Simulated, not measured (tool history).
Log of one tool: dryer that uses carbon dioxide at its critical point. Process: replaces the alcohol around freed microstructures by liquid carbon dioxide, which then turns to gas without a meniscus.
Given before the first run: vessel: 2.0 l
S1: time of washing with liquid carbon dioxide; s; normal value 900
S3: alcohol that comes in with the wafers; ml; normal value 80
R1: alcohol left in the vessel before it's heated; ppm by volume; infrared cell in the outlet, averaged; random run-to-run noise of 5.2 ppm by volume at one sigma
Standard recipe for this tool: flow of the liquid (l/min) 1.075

run 1 hour=0 | S1=900 flow_of_the_liquid_(l/min)=1.075 S3=80 | R1=215
run 2 hour=33.3 | S1=900 flow_of_the_liquid_(l/min)=1.075 S3=80 | R1=223
run 3 hour=82.3 | S1=900 flow_of_the_liquid_(l/min)=1.075 S3=80 | R1=213
run 4 hour=119.8 | S1=900 flow_of_the_liquid_(l/min)=1.075 S3=80 | R1=227
run 5 hour=155.5 | S1=900 flow_of_the_liquid_(l/min)=1.075 S3=80 | R1=233
run 6 hour=201.4 | S1=660 flow_of_the_liquid_(l/min)=1.075 S3=80 | R1=706
run 7 hour=247.6 | S1=660 flow_of_the_liquid_(l/min)=1.075 S3=80 | R1=704
run 8 hour=308.9 | S1=660 flow_of_the_liquid_(l/min)=1.075 S3=80 | R1=761
run 9 hour=370 | S1=900 flow_of_the_liquid_(l/min)=1.075 S3=90 | R1=292
run 10 hour=420.7 | S1=900 flow_of_the_liquid_(l/min)=1.075 S3=90 | R1=302
run 11 hour=482.6 | S1=900 flow_of_the_liquid_(l/min)=0.93 S3=80 | R1=470
run 12 hour=536.2 | S1=960 flow_of_the_liquid_(l/min)=0.93 S3=80 | R1=384
-- hour=589.6 inlet filter changed
run 13 hour=597.6 | S1=960 flow_of_the_liquid_(l/min)=0.93 S3=80 | R1=282
run 14 hour=637.8 | S1=960 flow_of_the_liquid_(l/min)=0.93 S3=80 | R1=295
run 15 hour=693.3 | S1=960 flow_of_the_liquid_(l/min)=0.93 S3=80 | R1=311
run 16 hour=751.7 | S1=540 flow_of_the_liquid_(l/min)=0.93 S3=80 | R1=1875
run 17 hour=793.3 | S1=540 flow_of_the_liquid_(l/min)=0.67 S3=80 | R1=4517
run 18 hour=852.7 | S1=900 flow_of_the_liquid_(l/min)=1.075 S3=35 | R1=229
run 19 hour=913.2 | S1=900 flow_of_the_liquid_(l/min)=1.075 S3=23 | R1=224
run 20 hour=944.2 | S1=900 flow_of_the_liquid_(l/min)=1.075 S3=35 | R1=240
run 21 hour=989.2 | S1=900 flow_of_the_liquid_(l/min)=1.075 S3=35 | R1=247
run 22 hour=1031.1 | S1=900 flow_of_the_liquid_(l/min)=1.075 S3=35 | R1=238
run 23 hour=1082.3 | S1=900 flow_of_the_liquid_(l/min)=1.075 S3=35 | R1=265
run 24 hour=1127.8 | S1=900 flow_of_the_liquid_(l/min)=1.075 S3=24 | R1=256
run 25 hour=1184.1 | S1=900 flow_of_the_liquid_(l/min)=1.075 S3=24 | R1=254
run 26 hour=1216.1 | S1=900 flow_of_the_liquid_(l/min)=0.7 S3=33 | R1=589
run 27 hour=1265.5 | S1=1020 flow_of_the_liquid_(l/min)=1.4 S3=51 | R1=234
run 28 hour=1296.2 | S1=1020 flow_of_the_liquid_(l/min)=1.6 S3=32 | R1=235
run 29 hour=1338.6 | S1=720 flow_of_the_liquid_(l/min)=0.7 S3=80 | R1=2270
run 30 hour=1396.9 | S1=600 flow_of_the_liquid_(l/min)=0.96 S3=79 | R1=1447
run 31 hour=1458.6 | S1=1140 flow_of_the_liquid_(l/min)=1.68 S3=28 | R1=258
run 32 hour=1493.4 | S1=540 flow_of_the_liquid_(l/min)=1.075 S3=31 | R1=704
run 33 hour=1548.1 | S1=540 flow_of_the_liquid_(l/min)=1.28 S3=35 | R1=537
run 34 hour=1603.5 | S1=540 flow_of_the_liquid_(l/min)=1.28 S3=35 | R1=545
run 35 hour=1664.9 | S1=540 flow_of_the_liquid_(l/min)=1.28 S3=35 | R1=548
run 36 hour=1714.4 | S1=900 flow_of_the_liquid_(l/min)=0.74 S3=48 | R1=788
run 37 hour=1749.8 | S1=900 flow_of_the_liquid_(l/min)=0.77 S3=22 | R1=491
run 38 hour=1777.1 | S1=900 flow_of_the_liquid_(l/min)=0.77 S3=22 | R1=491
run 39 hour=1834 | S1=900 flow_of_the_liquid_(l/min)=1.075 S3=58 | R1=397
-- hour=1886.2 purifier's bed changed
run 40 hour=1886.2 | S1=900 flow_of_the_liquid_(l/min)=1.075 S3=58 | R1=111
run 41 hour=1947.6 | S1=1140 flow_of_the_liquid_(l/min)=0.72 S3=116 | R1=554
-- hour=1956.7 inlet filter changed
run 42 hour=1980.8 | S1=1140 flow_of_the_liquid_(l/min)=0.72 S3=116 | R1=362
run 43 hour=2033.3 | S1=1140 flow_of_the_liquid_(l/min)=0.72 S3=116 | R1=370
run 44 hour=2086 | S1=720 flow_of_the_liquid_(l/min)=1.075 S3=53 | R1=218
run 45 hour=2118.1 | S1=660 flow_of_the_liquid_(l/min)=1.075 S3=113 | R1=650
run 46 hour=2152.3 | S1=660 flow_of_the_liquid_(l/min)=1.075 S3=113 | R1=666
run 47 hour=2197 | S1=780 flow_of_the_liquid_(l/min)=1.15 S3=80 | R1=172
run 48 hour=2260.1 | S1=780 flow_of_the_liquid_(l/min)=1.15 S3=80 | R1=182

Difference, measured minus no-hidden-state, one row per run. Run-to-run variation is common to both terms; the gauge's own scatter need not be:
Hidden state present: flow that reaches the vessel past the clogged filter, %; alcohol in the recycled carbon dioxide, ppm; drift of the gauge itself on alcohol_ppm, %.
run=1 R1=+131
run=2 R1=+137
run=3 R1=+143
run=4 R1=+149
run=5 R1=+151
run=6 R1=+290
run=7 R1=+303
run=8 R1=+330
run=9 R1=+197
run=10 R1=+211
run=11 R1=+272
run=12 R1=+247
run=13 R1=+157
run=14 R1=+163
run=15 R1=+174
run=16 R1=+245
run=17 R1=+340
run=18 R1=+188
run=19 R1=+200
run=20 R1=+199
run=21 R1=+208
run=22 R1=+205
run=23 R1=+222
run=24 R1=+228
run=25 R1=+227
run=26 R1=+283
run=27 R1=+224
run=28 R1=+230
run=29 R1=+562
run=30 R1=+472
run=31 R1=+250
run=32 R1=+343
run=33 R1=+329
run=34 R1=+339
run=35 R1=+348
run=36 R1=+420
run=37 R1=+344
run=38 R1=+345
run=39 R1=+335
run=40 R1=+46
run=41 R1=+224
run=42 R1=+17
run=43 R1=+28
run=44 R1=+31
run=45 R1=+59
run=46 R1=+71
run=47 R1=+47
run=48 R1=+57

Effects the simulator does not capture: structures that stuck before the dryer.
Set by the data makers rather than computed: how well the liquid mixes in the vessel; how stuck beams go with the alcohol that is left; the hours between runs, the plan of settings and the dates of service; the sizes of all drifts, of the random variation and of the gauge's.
